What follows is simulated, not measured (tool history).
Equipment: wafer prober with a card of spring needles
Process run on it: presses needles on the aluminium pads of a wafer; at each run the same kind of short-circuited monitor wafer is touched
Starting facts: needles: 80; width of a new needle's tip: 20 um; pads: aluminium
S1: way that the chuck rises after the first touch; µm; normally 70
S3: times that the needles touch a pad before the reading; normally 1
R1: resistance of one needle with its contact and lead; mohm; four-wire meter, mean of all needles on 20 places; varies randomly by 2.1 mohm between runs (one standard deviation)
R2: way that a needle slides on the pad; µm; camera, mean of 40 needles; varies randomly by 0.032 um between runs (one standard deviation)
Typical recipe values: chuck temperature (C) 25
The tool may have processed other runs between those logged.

Run 1, hour 0: usual settings. Result: R1 260 mohm, R2 18.01 µm.
At hour 7.7: tips cleaned on abrasive film.
At hour 20.8: tips cleaned on abrasive film.
At hour 34.7: tips cleaned on abrasive film.
Run 2, hour 44.1: usual settings. Result: R1 272 mohm, R2 17.9 µm.
At hour 46.5: tips cleaned on abrasive film.
At hour 60.4: tips cleaned on abrasive film.
At hour 74.3: tips cleaned on abrasive film.
At hour 85.6: tips cleaned on abrasive film.
Run 3, hour 89.7: usual settings. Result: R1 254 mohm, R2 17.91 µm.
At hour 98.2: tips cleaned on abrasive film.
At hour 112.1: tips cleaned on abrasive film.
At hour 126.1: tips cleaned on abrasive film.
At hour 139.6: tips cleaned on abrasive film.
Run 4, hour 140.4: usual settings. Result: R1 240 mohm, R2 17.73 µm.
At hour 151.2: tips cleaned on abrasive film.
At hour 164.8: tips cleaned on abrasive film.
Run 5, hour 169.9: usual settings. Result: R1 263 mohm, R2 17.76 µm.
At hour 177.9: tips cleaned on abrasive film.
At hour 178.2: height of the first contact set anew.
At hour 191.4: tips cleaned on abrasive film.
At hour 205.3: tips cleaned on abrasive film.
Run 6, hour 214.5: usual settings. Result: R1 268 mohm, R2 17.99 µm.
At hour 217.4: tips cleaned on abrasive film.
At hour 228.7: tips cleaned on abrasive film.
At hour 242.7: tips cleaned on abrasive film.
Run 7, hour 251.7: usual settings but S1 65 µm. Result: R1 280 mohm, R2 16.67 µm.
At hour 254.6: tips cleaned on abrasive film.
At hour 268.2: tips cleaned on abrasive film.
At hour 281.9: tips cleaned on abrasive film.
At hour 295.7: tips cleaned on abrasive film.
Run 8, hour 305.4: usual settings but S1 65 µm. Result: R1 286 mohm, R2 16.64 µm.
At hour 308.3: tips cleaned on abrasive film.
At hour 322.2: tips cleaned on abrasive film.
At hour 336.1: tips cleaned on abrasive film.
Run 9, hour 342.2: usual settings but S1 58 µm, chuck temperature (C) 62. Result: R1 282 mohm, R2 14.79 µm.
At hour 347.9: tips cleaned on abrasive film.
At hour 361.6: tips cleaned on abrasive film.
At hour 375.7: tips cleaned on abrasive film.
At hour 378.8: height of the first contact set anew.
Run 10, hour 379.3: usual settings. Result: R1 255 mohm, R2 18.01 µm.
At hour 387.5: tips cleaned on abrasive film.
At hour 401.1: tips cleaned on abrasive film.
Run 11, hour 402.5: usual settings. Result: R1 249 mohm, R2 17.9 µm.
At hour 413.3: tips cleaned on abrasive film.
At hour 427: tips cleaned on abrasive film.
At hour 441.1: tips cleaned on abrasive film.
Run 12, hour 446.9: usual settings but chuck temperature (C) 51, S3 2. Result: R1 264 mohm, R2 17.89 µm.
At hour 452.6: tips cleaned on abrasive film.
At hour 466: tips cleaned on abrasive film.
Run 13, hour 470: usual settings but S1 77 µm, S3 3. Result: R1 243 mohm, R2 19.71 µm.

Hidden state or all else? Some run-to-run changes of R1, split into what the settings, what came in and random variation would give without the hidden state, and what is left for the hidden state (with any gauge scatter that isn't in both results):
What the log doesn't record here: debris on the tips, nm; way that the needles fall short of the set height, um; tips' diameter, um; drift of the gauge itself on contact_mohm, %; drift of the gauge itself on scrub_um, %.
Run 4 -> 5: tips cleaned on abrasive film, tips cleaned on abrasive film. R1 +23 mohm: hidden state +18, all else +5.
Run 9 -> 10: S1 58 -> 70, chuck temperature (C) 62 -> 25, tips cleaned on abrasive film, tips cleaned on abrasive film, tips cleaned on abrasive film, height of the first contact set anew. R1 -27 mohm: hidden state -17, all else -10.
